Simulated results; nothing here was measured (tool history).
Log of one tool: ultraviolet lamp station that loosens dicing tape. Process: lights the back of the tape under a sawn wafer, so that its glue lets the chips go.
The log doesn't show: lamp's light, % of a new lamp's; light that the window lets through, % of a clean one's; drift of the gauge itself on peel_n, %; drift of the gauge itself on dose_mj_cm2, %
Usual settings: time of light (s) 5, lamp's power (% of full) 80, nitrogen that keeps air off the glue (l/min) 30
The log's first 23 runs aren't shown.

| run | hour | time of light (s) | lamp's power (% of full) | nitrogen that keeps air off the glue (l/min) | hours of work of the lamp | hours of work since the window was cleaned | force that peels the tape off (N) | light that reached the tape (mJ/cm²) |
|---|---|---|---|---|---|---|---|---|
| 24 | 529.4 | 8 | 97 | 9 | 885 | 520 | 0.25 | 1003 |
| 25 | 550.8 | 8 | 97 | 9 | 901 | 536 | 0.256 | 1000 |
| 26 | 566.6 | 8 | 97 | 9 | 913 | 548 | 0.25 | 995 |
|  | 577.1 | window cleaned of glue's vapour |
| 27 | 592.6 | 5 | 82 | 9 | 932 | 12 | 0.562 | 529 |
| 28 | 624.4 | 5 | 82 | 9 | 956 | 36 | 0.549 | 528 |
| 29 | 643.3 | 5 | 67 | 11 | 971 | 50 | 0.718 | 430 |
| 30 | 659.3 | 3 | 67 | 42 | 983 | 62 | 1 | 260 |
| 31 | 692 | 2 | 80 | 42 | 1007 | 87 | 1.381 | 203 |
| 32 | 714.8 | 2 | 80 | 42 | 1025 | 104 | 1.42 | 205 |
| 33 | 735.6 | 8 | 70 | 24 | 1040 | 120 | 0.26 | 716 |
| 34 | 761.2 | 8 | 70 | 24 | 1060 | 139 | 0.268 | 715 |
| 35 | 790.8 | 8 | 70 | 24 | 1082 | 161 | 0.261 | 717 |
| 36 | 820.5 | 5 | 85 | 32 | 1104 | 184 | 0.325 | 545 |
| 37 | 846.7 | 5 | 85 | 32 | 1124 | 203 | 0.307 | 544 |
| 38 | 864.1 | 3 | 88 | 9 | 1137 | 217 | 1.144 | 334 |
| 39 | 881.8 | 3 | 88 | 9 | 1151 | 230 | 1.169 | 340 |
| 40 | 903.9 | 4 | 64 | 30 | 1167 | 247 | 0.742 | 325 |
| 41 | 917.2 | 4 | 64 | 30 | 1177 | 257 | 0.757 | 328 |
| 42 | 946.7 | 4 | 64 | 30 | 1200 | 279 | 0.731 | 331 |
| 43 | 966.7 | 5 | 73 | 36 | 1215 | 294 | 0.366 | 477 |
| 44 | 994.8 | 3 | 93 | 11 | 1236 | 315 | 0.958 | 356 |

3 ways to go on from here, each from the tool as it stands after run 44. What would each give?
| A | 1012.8 | 2 | 75 | 30 | 1249 | 329 | ? | ? |
| B | 1012.8 | 5 | 92 | 11 | 1249 | 329 | ? | ? |
| C | 1012.8 | 3 | 90 | 11 | 1249 | 329 | ? | ? |

| run | force that peels the tape off (N) | light that reached the tape (mJ/cm²) |
|---|---|---|
| A | 1.644 | 194 |
| B | 0.415 | 591 |
| C | 1.08 | 344 |
Without the tool's hidden state the same runs would have given:
| run | force that peels the tape off (N) | light that reached the tape (mJ/cm²) |
|---|---|---|
| A | 1.64 | 195 |
| B | 0.414 | 593 |
| C | 1.076 | 345 |
